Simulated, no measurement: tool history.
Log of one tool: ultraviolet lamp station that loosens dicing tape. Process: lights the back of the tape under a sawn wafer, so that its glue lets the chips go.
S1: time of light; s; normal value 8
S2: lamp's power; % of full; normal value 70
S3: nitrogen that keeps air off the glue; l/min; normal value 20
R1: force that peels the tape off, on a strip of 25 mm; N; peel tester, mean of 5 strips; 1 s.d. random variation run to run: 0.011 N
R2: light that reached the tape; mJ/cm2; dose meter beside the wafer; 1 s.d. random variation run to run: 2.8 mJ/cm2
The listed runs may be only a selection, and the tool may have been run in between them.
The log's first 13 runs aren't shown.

run 14 hour=209.5 | S1=5 S2=70 S3=20 | R1=1.906 R2=205
run 15 hour=219.3 | S1=5 S2=70 S3=20 | R1=1.862 R2=203
run 16 hour=228.3 | S1=8 S2=70 S3=20 | R1=0.716 R2=323
run 17 hour=247.7 | S1=14 S2=70 S3=20 | R1=0.158 R2=561
run 18 hour=266.2 | S1=14 S2=70 S3=20 | R1=0.155 R2=555
run 19 hour=276.7 | S1=14 S2=70 S3=20 | R1=0.154 R2=560
run 20 hour=294.4 | S1=8 S2=64 S3=20 | R1=0.989 R2=287
run 21 hour=309.4 | S1=8 S2=64 S3=20 | R1=0.995 R2=287
run 22 hour=321.9 | S1=8 S2=64 S3=20 | R1=0.957 R2=288
run 23 hour=331.0 | S1=8 S2=64 S3=20 | R1=0.958 R2=284
run 24 hour=347.6 | S1=4 S2=76 S3=20 | R1=2.455 R2=168
run 25 hour=363.6 | S1=4 S2=71 S3=20 | R1=2.701 R2=154
run 26 hour=379.1 | S1=11 S2=86 S3=21 | R1=0.195 R2=523
run 27 hour=397.7 | S1=4 S2=81 S3=20 | R1=2.389 R2=180
run 28 hour=414.2 | S1=10 S2=81 S3=29 | R1=0.210 R2=438
run 29 hour=432.4 | S1=10 S2=87 S3=29 | R1=0.183 R2=469
run 30 hour=449.9 | S1=8 S2=91 S3=20 | R1=0.446 R2=387
-- hour=451.5 window cleaned of glue's vapour
run 31 hour=468.1 | S1=8 S2=85 S3=27 | R1=0.457 R2=355
run 32 hour=478.3 | S1=12 S2=87 S3=17 | R1=0.203 R2=537

What does the tool deliver on the next run?
run 33 hour=492.8 | S1=15 S2=75 S3=11 | R1=? R2=?

{"run 33": {"R1": 0.283, "R2": 578}}
The same run, on a tool lacking any hidden state, would have yielded R1 0.127 N, R2 771 mJ/cm2.

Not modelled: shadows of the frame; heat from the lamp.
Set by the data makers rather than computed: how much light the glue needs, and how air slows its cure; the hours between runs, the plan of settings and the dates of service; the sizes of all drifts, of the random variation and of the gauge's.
